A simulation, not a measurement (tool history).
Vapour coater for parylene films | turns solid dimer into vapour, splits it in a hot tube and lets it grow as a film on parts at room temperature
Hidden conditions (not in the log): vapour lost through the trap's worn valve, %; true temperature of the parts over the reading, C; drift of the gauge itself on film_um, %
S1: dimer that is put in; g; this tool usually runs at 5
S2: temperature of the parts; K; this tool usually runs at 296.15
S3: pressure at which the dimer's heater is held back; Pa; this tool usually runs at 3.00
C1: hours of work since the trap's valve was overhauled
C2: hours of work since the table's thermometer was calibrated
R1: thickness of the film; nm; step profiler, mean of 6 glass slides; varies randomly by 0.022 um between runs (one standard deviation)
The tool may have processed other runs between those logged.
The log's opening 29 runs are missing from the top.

run,hour,S1,S2,S3,C1,C2,R1
30,1379.2,3,290.15,3.00,125,615,910
31,1437.3,4,290.15,7.30,168,658,1040
32,1491.5,8,301.15,6.28,208,698,1280
33,1553.0,7,294.15,10.20,254,743,1470
# hour 1599.4: trap's valve overhauled
34,1612.6,9,296.15,3.25,10,785,2120
35,1649.5,5,289.15,3.50,37,812,1570
36,1679.0,5,296.15,10.00,59,834,1000
37,1723.5,8,296.15,2.85,92,867,1910
38,1770.7,8,296.15,2.85,127,901,1870
39,1830.6,4,291.15,2.01,171,946,1210
40,1894.5,3,289.15,11.03,218,993,750
41,1936.3,3,299.15,2.24,249,1024,570
42,1964.6,3,294.15,3.00,270,1045,730
# hour 1988.3: trap's valve overhauled
43,2027.3,5,305.15,4.48,29,1088,750
44,2064.7,5,288.15,3.00,56,1116,1700
45,2096.9,5,288.15,3.00,80,1140,1650
46,2124.5,5,296.15,3.00,101,1160,1130
47,2171.2,2,296.15,2.60,135,1195,480

Below are 4 alternative next runs, each starting from the tool's condition after run 47. Predict each:
A,2228.4,2,296.15,4.96,178,1237,?
B,2228.4,5,298.15,7.60,178,1237,?
C,2228.4,9,296.15,8.81,178,1237,?
D,2228.4,3,296.15,3.00,178,1237,?

run,R1
A,410
B,910
C,1770
D,670
What these runs would have given with no unlogged condition in the tool:
run,R1
A,440
B,980
C,1900
D,720

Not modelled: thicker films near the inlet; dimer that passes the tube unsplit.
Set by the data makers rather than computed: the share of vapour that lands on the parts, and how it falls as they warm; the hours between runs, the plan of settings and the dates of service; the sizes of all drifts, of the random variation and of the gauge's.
